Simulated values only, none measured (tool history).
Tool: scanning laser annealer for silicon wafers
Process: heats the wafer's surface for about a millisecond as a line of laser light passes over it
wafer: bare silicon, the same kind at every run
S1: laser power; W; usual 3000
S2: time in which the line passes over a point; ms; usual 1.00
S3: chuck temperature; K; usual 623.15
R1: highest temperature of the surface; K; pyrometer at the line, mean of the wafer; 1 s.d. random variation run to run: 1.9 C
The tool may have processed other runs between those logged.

{"run": 1, "hour": 0.0, "S1": 3000, "S2": 1.0, "S3": 623.15, "R1": 1410.15}
{"run": 2, "hour": 32.5, "S1": 3000, "S2": 1.0, "S3": 623.15, "R1": 1409.15}
{"run": 3, "hour": 76.4, "S1": 3000, "S2": 1.0, "S3": 623.15, "R1": 1408.15}
{"run": 4, "hour": 105.5, "S1": 3000, "S2": 1.0, "S3": 623.15, "R1": 1408.15}
{"run": 5, "hour": 126.2, "S1": 3000, "S2": 1.0, "S3": 623.15, "R1": 1407.15}
{"run": 6, "hour": 150.7, "S1": 3000, "S2": 1.0, "S3": 623.15, "R1": 1406.15}
{"run": 7, "hour": 183.2, "S1": 3000, "S2": 1.0, "S3": 623.15, "R1": 1410.15}
{"run": 8, "hour": 223.4, "S1": 3000, "S2": 1.0, "S3": 623.15, "R1": 1404.15}
{"run": 9, "hour": 266.6, "S1": 3000, "S2": 1.0, "S3": 636.15, "R1": 1417.15}
{"run": 10, "hour": 307.1, "S1": 3000, "S2": 1.12, "S3": 623.15, "R1": 1455.15}
{"run": 11, "hour": 334.3, "S1": 3000, "S2": 1.0, "S3": 623.15, "R1": 1401.15}
{"run": 12, "hour": 366.7, "S1": 3000, "S2": 1.0, "S3": 623.15, "R1": 1402.15}
{"run": 13, "hour": 414.9, "S1": 3000, "S2": 1.0, "S3": 623.15, "R1": 1398.15}
{"run": 14, "hour": 462.7, "S1": 3000, "S2": 1.0, "S3": 623.15, "R1": 1397.15}
{"run": 15, "hour": 483.7, "S1": 3000, "S2": 1.0, "S3": 623.15, "R1": 1399.15}
{"run": 16, "hour": 532.8, "S1": 3000, "S2": 1.0, "S3": 623.15, "R1": 1396.15}
{"run": 17, "hour": 560.7, "S1": 3000, "S2": 1.0, "S3": 598.15, "R1": 1372.15}
{"run": 18, "hour": 587.5, "S1": 3000, "S2": 1.0, "S3": 598.15, "R1": 1370.15}
{"run": 19, "hour": 617.7, "S1": 3000, "S2": 1.0, "S3": 598.15, "R1": 1369.15}
{"run": 20, "hour": 638.9, "S1": 3000, "S2": 0.77, "S3": 623.15, "R1": 1284.15}
{"run": 21, "hour": 686.6, "S1": 3000, "S2": 0.77, "S3": 623.15, "R1": 1287.15}
{"run": 22, "hour": 729.0, "S1": 3000, "S2": 0.73, "S3": 622.15, "R1": 1263.15}
{"run": 23, "hour": 780.9, "S1": 2795, "S2": 1.0, "S3": 603.15, "R1": 1350.15}
{"run": 24, "hour": 810.0, "S1": 2795, "S2": 1.0, "S3": 644.15, "R1": 1391.15}
{"run": 25, "hour": 848.4, "S1": 2795, "S2": 1.0, "S3": 644.15, "R1": 1389.15}
{"run": 26, "hour": 883.4, "S1": 2971, "S2": 0.77, "S3": 623.15, "R1": 1305.15}
{"run": 27, "hour": 934.2, "S1": 2971, "S2": 0.77, "S3": 623.15, "R1": 1304.15}
{"run": 28, "hour": 960.6, "S1": 2869, "S2": 1.0, "S3": 607.15, "R1": 1365.15}
{"run": 29, "hour": 996.8, "S1": 2869, "S2": 1.0, "S3": 607.15, "R1": 1367.15}
{"run": 30, "hour": 1040.9, "S1": 2869, "S2": 1.0, "S3": 656.15, "R1": 1419.15}
{"run": 31, "hour": 1084.3, "S1": 3178, "S2": 1.0, "S3": 621.15, "R1": 1463.15}
{"run": 32, "hour": 1129.2, "S1": 3021, "S2": 1.0, "S3": 623.15, "R1": 1423.15}
{"run": 33, "hour": 1170.4, "S1": 2739, "S2": 1.0, "S3": 592.15, "R1": 1312.15}
{"run": 34, "hour": 1204.2, "S1": 3257, "S2": 0.73, "S3": 593.15, "R1": 1312.15}
{"run": 35, "hour": 1228.0, "S1": 3257, "S2": 0.84, "S3": 623.15, "R1": 1404.15}
{"run": 36, "hour": 1274.8, "S1": 3257, "S2": 0.84, "S3": 610.15, "R1": 1387.15}
{"run": 37, "hour": 1308.9, "S1": 3000, "S2": 1.24, "S3": 623.15, "R1": 1516.15}
{"run": 38, "hour": 1355.4, "S1": 3022, "S2": 1.0, "S3": 602.15, "R1": 1392.15}
{"run": 39, "hour": 1405.8, "S1": 3022, "S2": 1.0, "S3": 602.15, "R1": 1395.15}
{"run": 40, "hour": 1429.7, "S1": 3022, "S2": 1.0, "S3": 617.15, "R1": 1408.15}

Taken out of this log: 2 entries between the listed runs. Where each belongs, and how the hidden state differs across it:
From run 22 to run 23: optics aligned, line set to its width (hour 754.0); window over the wafer cleaned (hour 780.9)
  light that passes the window, % of a clean one's: 97.23 -> 99.89; laser's true power over the reading, %: 1.53 -> 1.54; width of the line over the set one, %: 4.09 -> 0.48
  measured less the result without the state, R1: -21.00 -> +9.00 K
